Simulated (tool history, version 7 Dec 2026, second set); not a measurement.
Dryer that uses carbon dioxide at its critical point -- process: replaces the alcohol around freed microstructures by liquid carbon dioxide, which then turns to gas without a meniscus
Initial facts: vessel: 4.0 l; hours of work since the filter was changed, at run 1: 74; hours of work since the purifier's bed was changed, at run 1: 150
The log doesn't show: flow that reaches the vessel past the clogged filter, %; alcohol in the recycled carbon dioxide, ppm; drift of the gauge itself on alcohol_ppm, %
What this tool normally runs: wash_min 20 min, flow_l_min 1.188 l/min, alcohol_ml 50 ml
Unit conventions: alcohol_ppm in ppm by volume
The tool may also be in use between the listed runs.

run,hour,wash_min,flow_l_min,alcohol_ml,hours of work since the filter was changed,hours of work since the purifier's bed was changed,alcohol_ppm
1,0.0,20,1.188,50,74,150,194
2,13.5,20,1.188,50,80,156,181
3,26.0,20,1.188,50,85,161,194
4,34.2,20,1.188,50,89,165,193
5,40.7,20,1.188,50,92,168,199
6,49.3,20,1.188,73,96,172,271
7,59.0,20,1.188,73,100,176,293
8,68.4,20,1.188,73,104,180,300
9,74.6,20,1.188,73,107,183,298
10,85.4,20,1.188,73,111,187,310
11,91.4,20,1.188,73,114,190,293
12,102.9,20,1.188,73,119,195,306
13,112.0,20,1.500,73,123,199,110
14,120.9,20,1.500,28,127,203,43
15,132.4,20,1.270,50,132,208,163
16,143.8,20,1.270,50,137,213,178
17,152.0,20,1.188,93,141,217,412
18,162.6,20,1.188,93,145,221,415
19,169.9,20,1.188,93,148,224,425
20,183.6,20,1.188,50,154,230,244
21,192.6,20,1.188,50,158,234,241
22,205.4,20,1.188,50,164,240,245
23,217.2,20,1.188,69,169,245,340
24,231.2,20,0.740,107,175,251,2448
25,238.8,20,0.740,63,178,255,1457
26,248.4,16,0.970,28,183,259,575
# hour 255.0: inlet filter changed
27,257.6,17,1.550,28,1,262,62
28,270.3,17,1.550,28,7,268,65
29,276.9,16,0.880,50,10,271,978
30,284.9,16,1.430,50,13,274,188
31,296.8,16,1.430,88,18,279,321
32,305.3,16,1.430,88,22,283,336
33,311.3,16,1.430,88,25,286,327
34,323.9,27,1.430,88,30,291,32
35,332.3,14,0.730,76,34,295,3108
36,342.9,14,1.280,38,38,300,361
37,351.3,14,1.280,38,42,303,372
38,361.9,22,1.990,115,47,308,22
39,370.4,20,1.280,50,50,312,130
40,382.8,16,1.690,26,56,317,61
41,389.3,19,0.780,118,59,320,2207
42,399.8,24,1.420,50,63,325,41
43,412.2,24,1.420,50,69,330,40

Alternative continuations, all from the tool just after run 43; predict every row:
A,422.2,24,1.270,50,73,334,?
B,422.2,20,1.790,50,73,334,?
C,422.2,20,0.760,50,73,334,?

run,alcohol_ppm
A,80
B,33
C,930
Had the tool no hidden state, the same runs would have come out as:
run,alcohol_ppm
A,52
B,15
C,790
